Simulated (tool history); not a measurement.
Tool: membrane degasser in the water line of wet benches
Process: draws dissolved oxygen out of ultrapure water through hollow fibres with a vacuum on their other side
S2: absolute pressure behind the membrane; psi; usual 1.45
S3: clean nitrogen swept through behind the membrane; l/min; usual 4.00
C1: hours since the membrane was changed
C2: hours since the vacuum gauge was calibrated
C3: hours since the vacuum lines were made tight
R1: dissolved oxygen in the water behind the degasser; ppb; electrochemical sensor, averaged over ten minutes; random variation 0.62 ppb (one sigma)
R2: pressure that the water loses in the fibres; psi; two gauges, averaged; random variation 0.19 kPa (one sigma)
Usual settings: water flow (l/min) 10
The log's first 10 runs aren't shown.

run 11 hour=1191.1 | water_flow_(l/min)=10 S2=1.45 S3=4.00 | C1=5675 C2=249 C3=859 | R1=54.2 R2=5.767
run 12 hour=1268.4 | water_flow_(l/min)=10 S2=1.45 S3=4.00 | C1=5753 C2=326 C3=936 | R1=54.6 R2=5.809
run 13 hour=1408.0 | water_flow_(l/min)=10 S2=1.45 S3=4.00 | C1=5892 C2=466 C3=1076 | R1=54.5 R2=5.774
run 14 hour=1571.4 | water_flow_(l/min)=10 S2=1.45 S3=4.00 | C1=6056 C2=629 C3=1239 | R1=54.3 R2=5.803
run 15 hour=1671.9 | water_flow_(l/min)=16 S2=1.45 S3=4.00 | C1=6156 C2=730 C3=1340 | R1=100.4 R2=9.229
run 16 hour=1847.6 | water_flow_(l/min)=16 S2=1.45 S3=4.00 | C1=6332 C2=906 C3=1515 | R1=102.3 R2=9.268
run 17 hour=1967.9 | water_flow_(l/min)=15 S2=1.93 S3=2.56 | C1=6452 C2=1026 C3=1636 | R1=169.3 R2=8.663
run 18 hour=2080.3 | water_flow_(l/min)=15 S2=1.93 S3=2.56 | C1=6565 C2=1138 C3=1748 | R1=167.6 R2=8.720
run 19 hour=2154.4 | water_flow_(l/min)=10 S2=1.84 S3=2.11 | C1=6639 C2=1212 C3=1822 | R1=120.8 R2=5.849
run 20 hour=2323.6 | water_flow_(l/min)=10 S2=1.84 S3=2.11 | C1=6808 C2=1382 C3=1991 | R1=120.5 R2=5.777
run 21 hour=2456.8 | water_flow_(l/min)=15 S2=1.31 S3=4.00 | C1=6941 C2=1515 C3=2124 | R1=80.6 R2=8.707
run 22 hour=2542.0 | water_flow_(l/min)=8 S2=1.31 S3=3.16 | C1=7026 C2=1600 C3=2210 | R1=44.1 R2=4.650
run 23 hour=2709.2 | water_flow_(l/min)=7 S2=1.51 S3=5.75 | C1=7193 C2=1767 C3=2377 | R1=27.2 R2=4.090
run 24 hour=2861.4 | water_flow_(l/min)=16 S2=1.64 S3=2.08 | C1=7346 C2=1919 C3=2529 | R1=177.0 R2=9.346
run 25 hour=2974.9 | water_flow_(l/min)=12 S2=0.91 S3=4.68 | C1=7459 C2=2033 C3=2643 | R1=37.6 R2=7.010
run 26 hour=3117.7 | water_flow_(l/min)=12 S2=0.91 S3=4.68 | C1=7602 C2=2176 C3=2785 | R1=37.3 R2=7.052
run 27 hour=3198.3 | water_flow_(l/min)=8 S2=3.51 S3=9.30 | C1=7683 C2=2256 C3=2866 | R1=53.5 R2=4.669

Forecast run 28:
run 28 hour=3276.3 | water_flow_(l/min)=10 S2=1.97 S3=8.50 | C1=7760 C2=2334 C3=2944 | R1=? R2=?

R1: 42.8 ppb
R2: 5.899 psi
Without the tool's hidden state the same run would have given R1 42.6 ppb, R2 5.752 psi.
